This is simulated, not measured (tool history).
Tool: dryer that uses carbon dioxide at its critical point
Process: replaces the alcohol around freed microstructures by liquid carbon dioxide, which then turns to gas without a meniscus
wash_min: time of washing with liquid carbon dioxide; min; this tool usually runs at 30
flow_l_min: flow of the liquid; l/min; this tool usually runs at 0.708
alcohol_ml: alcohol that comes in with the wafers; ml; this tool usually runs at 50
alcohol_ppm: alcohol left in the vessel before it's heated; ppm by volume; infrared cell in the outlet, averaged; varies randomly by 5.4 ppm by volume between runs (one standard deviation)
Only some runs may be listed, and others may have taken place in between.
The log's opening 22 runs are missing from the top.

| run | day | wash_min | flow_l_min | alcohol_ml | hours of work since the filter was changed | hours of work since the purifier's bed was changed | alcohol_ppm |
|---|---|---|---|---|---|---|---|
| 23 | 18.433 | 30 | 1.125 | 50 | 200 | 26 | 33 |
| 24 | 18.971 | 44 | 1.125 | 50 | 210 | 35 | 10 |
| 25 | 19.758 | 44 | 0.88 | 50 | 224 | 49 | 25 |
| 26 | 20.512 | 44 | 0.88 | 50 | 237 | 63 | 18 |
| 27 | 21.162 | 44 | 0.88 | 50 | 249 | 74 | 19 |
| 28 | 22 | 48 | 0.624 | 50 | 264 | 89 | 43 |
| 29 | 22.738 | 48 | 0.624 | 50 | 277 | 102 | 58 |
| 30 | 23.854 | 19 | 1.008 | 26 | 296 | 122 | 178 |
| 31 | 24.579 | 37 | 1.008 | 86 | 309 | 135 | 39 |
| 32 | 25.767 | 42 | 0.708 | 29 | 330 | 156 | 48 |
|  | 25.883 | inlet filter changed |
| 33 | 26.708 | 42 | 0.708 | 29 | 15 | 172 | 44 |
| 34 | 27.262 | 42 | 0.708 | 29 | 24 | 182 | 45 |
| 35 | 28.292 | 30 | 0.72 | 92 | 43 | 200 | 285 |
| 36 | 29.492 | 30 | 1.02 | 24 | 64 | 221 | 33 |
| 37 | 30.667 | 30 | 1.02 | 24 | 85 | 242 | 52 |
| 38 | 31.583 | 30 | 0.589 | 50 | 101 | 258 | 363 |
| 39 | 32.379 | 22 | 1.168 | 86 | 115 | 272 | 155 |
| 40 | 33.221 | 32 | 1.019 | 36 | 130 | 287 | 63 |
| 41 | 34.075 | 26 | 1.019 | 36 | 145 | 302 | 85 |
| 42 | 35.283 | 26 | 0.531 | 48 | 167 | 324 | 754 |
| 43 | 36.096 | 48 | 0.917 | 25 | 181 | 338 | 56 |
| 44 | 37.042 | 48 | 0.917 | 25 | 198 | 355 | 57 |
| 45 | 37.854 | 30 | 0.785 | 50 | 212 | 369 | 165 |
| 46 | 38.9 | 30 | 0.785 | 50 | 231 | 388 | 165 |

What if the next run were any one of these 5? Each begins from the tool's condition after run 46:
| A | 39.771 | 22 | 0.524 | 50 | 246 | 403 | ? |
| B | 39.771 | 30 | 0.509 | 50 | 246 | 403 | ? |
| C | 39.771 | 30 | 0.785 | 37 | 246 | 403 | ? |
| D | 39.771 | 28 | 0.708 | 50 | 246 | 403 | ? |
| E | 39.771 | 30 | 0.708 | 23 | 246 | 403 | ? |

| run | alcohol_ppm |
|---|---|
| A | 1281 |
| B | 637 |
| C | 145 |
| D | 302 |
| E | 141 |
Take away the tool's hidden state, keep each run's random variation, and the runs would have read:
| run | alcohol_ppm |
|---|---|
| A | 1047 |
| B | 475 |
| C | 66 |
| D | 190 |
| E | 65 |
